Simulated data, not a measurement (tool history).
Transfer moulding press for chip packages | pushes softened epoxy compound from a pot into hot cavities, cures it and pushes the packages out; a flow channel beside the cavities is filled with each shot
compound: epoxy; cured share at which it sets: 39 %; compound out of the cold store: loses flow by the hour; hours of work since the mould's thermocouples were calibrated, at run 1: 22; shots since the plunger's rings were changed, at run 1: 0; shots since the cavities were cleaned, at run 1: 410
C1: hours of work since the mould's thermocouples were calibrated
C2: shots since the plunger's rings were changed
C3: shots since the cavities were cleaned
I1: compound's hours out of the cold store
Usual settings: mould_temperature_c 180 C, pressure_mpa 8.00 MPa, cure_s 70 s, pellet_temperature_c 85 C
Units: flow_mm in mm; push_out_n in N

{"run": 1, "day": 0.0, "mould_temperature_c": 180, "pressure_mpa": 8.0, "cure_s": 70, "pellet_temperature_c": 85, "C1": 22, "C2": 0, "C3": 410, "I1": 17.5, "flow_mm": 565, "push_out_n": 854}
{"day": 0.829, "done": "cavities cleaned with cleaning compound and waxed"}
{"run": 2, "day": 1.275, "mould_temperature_c": 180, "pressure_mpa": 8.0, "cure_s": 52, "pellet_temperature_c": 85, "C1": 39, "C2": 425, "C3": 156, "I1": 14.6, "flow_mm": 572, "push_out_n": 1580}
{"run": 3, "day": 2.342, "mould_temperature_c": 180, "pressure_mpa": 8.0, "cure_s": 70, "pellet_temperature_c": 86, "C1": 53, "C2": 798, "C3": 529, "I1": 45.2, "flow_mm": 493, "push_out_n": 824}
{"day": 2.846, "done": "cavities cleaned with cleaning compound and waxed"}
{"run": 4, "day": 3.321, "mould_temperature_c": 180, "pressure_mpa": 8.0, "cure_s": 70, "pellet_temperature_c": 86, "C1": 65, "C2": 1120, "C3": 168, "I1": 8.1, "flow_mm": 584, "push_out_n": 773}
{"run": 5, "day": 4.275, "mould_temperature_c": 180, "pressure_mpa": 8.0, "cure_s": 81, "pellet_temperature_c": 86, "C1": 78, "C2": 1454, "C3": 502, "I1": 30.1, "flow_mm": 527, "push_out_n": 591}
{"day": 4.912, "done": "cavities cleaned with cleaning compound and waxed"}
{"run": 6, "day": 5.342, "mould_temperature_c": 182, "pressure_mpa": 8.0, "cure_s": 81, "pellet_temperature_c": 86, "C1": 92, "C2": 1804, "C3": 149, "I1": 45.5, "flow_mm": 485, "push_out_n": 402}
{"day": 6.896, "done": "cavities cleaned with cleaning compound and waxed"}
{"run": 7, "day": 7.112, "mould_temperature_c": 182, "pressure_mpa": 8.0, "cure_s": 81, "pellet_temperature_c": 86, "C1": 115, "C2": 2403, "C3": 76, "I1": 29.8, "flow_mm": 517, "push_out_n": 378}
{"day": 7.279, "done": "mould's thermocouples calibrated"}
{"run": 8, "day": 8.796, "mould_temperature_c": 182, "pressure_mpa": 7.17, "cure_s": 102, "pellet_temperature_c": 86, "C1": 20, "C2": 2963, "C3": 636, "I1": 17.3, "flow_mm": 516, "push_out_n": 452}
{"day": 8.971, "done": "cavities cleaned with cleaning compound and waxed"}
{"day": 9.442, "done": "plunger's sealing rings changed"}
{"run": 9, "day": 9.846, "mould_temperature_c": 185, "pressure_mpa": 8.0, "cure_s": 51, "pellet_temperature_c": 85, "C1": 32, "C2": 142, "C3": 270, "I1": 13.6, "flow_mm": 565, "push_out_n": 1412}
{"day": 11.212, "done": "cavities cleaned with cleaning compound and waxed"}
{"run": 10, "day": 11.5, "mould_temperature_c": 175, "pressure_mpa": 8.05, "cure_s": 65, "pellet_temperature_c": 91, "C1": 54, "C2": 700, "C3": 101, "I1": 39.9, "flow_mm": 520, "push_out_n": 1013}
{"day": 13.212, "done": "cavities cleaned with cleaning compound and waxed"}
{"run": 11, "day": 13.35, "mould_temperature_c": 175, "pressure_mpa": 8.05, "cure_s": 65, "pellet_temperature_c": 91, "C1": 78, "C2": 1326, "C3": 49, "I1": 28.9, "flow_mm": 542, "push_out_n": 1034}
{"run": 12, "day": 14.292, "mould_temperature_c": 175, "pressure_mpa": 8.05, "cure_s": 65, "pellet_temperature_c": 91, "C1": 91, "C2": 1655, "C3": 378, "I1": 32.5, "flow_mm": 533, "push_out_n": 1384}
{"day": 15.25, "done": "cavities cleaned with cleaning compound and waxed"}
{"run": 13, "day": 15.25, "mould_temperature_c": 175, "pressure_mpa": 8.02, "cure_s": 65, "pellet_temperature_c": 91, "C1": 103, "C2": 1968, "C3": 0, "I1": 27.0, "flow_mm": 545, "push_out_n": 949}
{"run": 14, "day": 17.112, "mould_temperature_c": 175, "pressure_mpa": 8.02, "cure_s": 65, "pellet_temperature_c": 91, "C1": 128, "C2": 2622, "C3": 654, "I1": 26.0, "flow_mm": 542, "push_out_n": 1559}

4 ways to go on from here, each from the tool as it stands after run 14. What would each give?
{"day": 17.267, "done": "cavities cleaned with cleaning compound and waxed"}
{"day": 18.704, "done": "plunger's sealing rings changed"}
{"run": "A", "day": 18.712, "mould_temperature_c": 175, "pressure_mpa": 6.51, "cure_s": 99, "pellet_temperature_c": 91, "C1": 147, "C2": 3, "C3": 470, "I1": 20.8, "flow_mm": "?", "push_out_n": "?"}
{"day": 17.267, "done": "cavities cleaned with cleaning compound and waxed"}
{"day": 18.704, "done": "plunger's sealing rings changed"}
{"run": "B", "day": 18.712, "mould_temperature_c": 180, "pressure_mpa": 8.29, "cure_s": 80, "pellet_temperature_c": 85, "C1": 147, "C2": 3, "C3": 470, "I1": 21.0, "flow_mm": "?", "push_out_n": "?"}
{"day": 17.267, "done": "cavities cleaned with cleaning compound and waxed"}
{"day": 18.704, "done": "plunger's sealing rings changed"}
{"run": "C", "day": 18.712, "mould_temperature_c": 175, "pressure_mpa": 8.02, "cure_s": 65, "pellet_temperature_c": 93, "C1": 147, "C2": 3, "C3": 470, "I1": 27.8, "flow_mm": "?", "push_out_n": "?"}
{"day": 17.267, "done": "cavities cleaned with cleaning compound and waxed"}
{"day": 18.704, "done": "plunger's sealing rings changed"}
{"run": "D", "day": 18.712, "mould_temperature_c": 173, "pressure_mpa": 8.0, "cure_s": 96, "pellet_temperature_c": 92, "C1": 147, "C2": 3, "C3": 470, "I1": 28.2, "flow_mm": "?", "push_out_n": "?"}

run=A flow_mm=516 push_out_n=547
run=B flow_mm=570 push_out_n=646
run=C flow_mm=552 push_out_n=1463
run=D flow_mm=558 push_out_n=652
Without the tool's hidden state the same runs would have given:
run=A flow_mm=513 push_out_n=322
run=B flow_mm=567 push_out_n=380
run=C flow_mm=549 push_out_n=864
run=D flow_mm=555 push_out_n=380
